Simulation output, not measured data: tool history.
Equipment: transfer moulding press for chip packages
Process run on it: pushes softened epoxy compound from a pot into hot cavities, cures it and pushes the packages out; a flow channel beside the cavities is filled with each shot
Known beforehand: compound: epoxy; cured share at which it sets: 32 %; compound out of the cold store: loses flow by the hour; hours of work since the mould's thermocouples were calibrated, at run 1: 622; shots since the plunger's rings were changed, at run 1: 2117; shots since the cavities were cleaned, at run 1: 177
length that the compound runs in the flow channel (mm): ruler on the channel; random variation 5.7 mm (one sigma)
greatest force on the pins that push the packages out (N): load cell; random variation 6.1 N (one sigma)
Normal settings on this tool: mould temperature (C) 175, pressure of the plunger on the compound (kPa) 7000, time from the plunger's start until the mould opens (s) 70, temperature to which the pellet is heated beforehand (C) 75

run	hour	mould temperature (C)	pressure of the plunger on the compound (kPa)	time from the plunger's start until the mould opens (s)	temperature to which the pellet is heated beforehand (C)	hours of work since the mould's thermocouples were calibrated	shots since the plunger's rings were changed	shots since the cavities were cleaned	incoming compound's hours out of the cold store	length that the compound runs in the flow channel (mm)	greatest force on the pins that push the packages out (N)
1	0	175	7000	70	75	622	2117	177	27.5	645	234
2	27.9	175	7000	55	75	644	2606	666	11.7	686	414
# hour 34.3: cavities cleaned with cleaning compound and waxed
3	60.6	175	7000	55	75	668	3151	459	43.1	584	355
# hour 77.5: mould's thermocouples calibrated
# hour 79: cavities cleaned with cleaning compound and waxed
4	86.3	175	7000	55	75	6	3541	129	39.6	581	360
# hour 107.5: plunger's sealing rings changed
5	108.4	175	7000	55	75	21	16	470	11.2	691	409
# hour 125.5: cavities cleaned with cleaning compound and waxed
6	142	175	7000	55	75	46	578	289	41.5	596	356
7	161.6	175	7000	55	75	61	921	632	27.1	646	391
# hour 170.3: cavities cleaned with cleaning compound and waxed
8	197.3	175	7000	55	75	88	1520	474	36.5	617	365
# hour 213.4: cavities cleaned with cleaning compound and waxed
9	236.5	175	7000	55	65	117	2180	404	23.8	646	415
# hour 256.5: cavities cleaned with cleaning compound and waxed
10	279	175	6090	70	75	149	2896	393	39.5	562	215
# hour 299.9: cavities cleaned with cleaning compound and waxed
11	308.1	175	6090	70	75	170	3380	144	43.2	546	231
12	333	175	6090	70	75	189	3815	579	19	614	243
# hour 339.1: plunger's sealing rings changed
# hour 344.7: cavities cleaned with cleaning compound and waxed
13	365	175	6090	70	75	211	427	356	40.3	557	232
# hour 387.1: cavities cleaned with cleaning compound and waxed
14	397.2	168	6090	57	75	235	964	177	47.2	558	537
15	414.5	181	7000	92	75	248	1266	479	8.6	687	200
# hour 429.5: cavities cleaned with cleaning compound and waxed
16	436.7	168	5540	92	75	264	1629	126	45.7	528	224

Predict the results of run 17:
17	454.8	168	5540	92	75	278	1946	443	22.7	?	?

{"run 17": {"length that the compound runs in the flow channel (mm)": 609, "greatest force on the pins that push the packages out (N)": 230}}
The same run, on a tool lacking any hidden state, would have yielded length that the compound runs in the flow channel (mm) 609, greatest force on the pins that push the packages out (N) 227.
